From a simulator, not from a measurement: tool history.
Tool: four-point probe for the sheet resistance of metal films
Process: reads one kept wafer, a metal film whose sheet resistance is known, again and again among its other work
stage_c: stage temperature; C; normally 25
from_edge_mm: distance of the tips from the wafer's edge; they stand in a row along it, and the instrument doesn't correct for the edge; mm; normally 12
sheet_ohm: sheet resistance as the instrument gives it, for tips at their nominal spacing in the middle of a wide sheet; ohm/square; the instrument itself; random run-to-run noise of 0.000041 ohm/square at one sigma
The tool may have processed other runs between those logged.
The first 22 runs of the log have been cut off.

run   hour  stage_c  from_edge_mm  touches since the probe head was changed  hours of work since the stage's thermometer was calibrated  sheet_ohm
 23  255.3       25            59                                     16221                                                        1684   0.201087
 24  266.5       25            59                                     16563                                                        1689   0.201075
 25  274.1       19            12                                     16796                                                        1692    0.20068
 26  285.1       19            12                                     17130                                                        1697   0.200746
 27  299.9       20             5                                     17584                                                        1704   0.201692
 28  307.6       31            16                                     17819                                                        1708   0.201538
 29  318.8       31            16                                     18161                                                        1713   0.201664
 30  328.1       31            16                                     18446                                                        1717   0.201601
 31  342.8       24            72                                     18893                                                        1724   0.201002
 32  356.2       24            26                                     19303                                                        1730   0.200976
 33  367.5       21             9                                     19648                                                        1735    0.20106
 34  375.7       21             9                                     19899                                                        1739   0.200994
 35  388.1       25            39                                     20276                                                        1744   0.201034
 36  398.8       25            39                                     20604                                                        1749   0.201029
 37  411.1       24            47                                     20979                                                        1755   0.200941
 38  419.2       24             8                                     21226                                                        1759   0.201366
 39  432.1       32             8                                     21621                                                        1764   0.201932
 40  442.7       19             8                                     21944                                                        1769    0.20085
 41    456       20            11                                     22352                                                        1775   0.200834
 42    467       20            11                                     22687                                                        1780   0.200829
 43  478.8       32            36                                     23046                                                        1786   0.201505
 44  494.3       32            36                                     23520                                                        1793   0.201539
     495.6  -- stage's thermometer calibrated
 45  507.2       32            36                                     23899                                                           5   0.201826

What if the next run were any one of these 3? Each begins from the tool's condition after run 45:
  A  516.3       27            61                                     24177                                                           9          ?
  B  516.3       29            12                                     24177                                                           9          ?
  C  516.3       32            13                                     24177                                                           9          ?

run  sheet_ohm
  A   0.201357
  B   0.201693
  C   0.201964
With the hidden condition removed and each run's random variation left untouched, the same runs would have given:
run  sheet_ohm
  A   0.202705
  B   0.203042
  C   0.203315
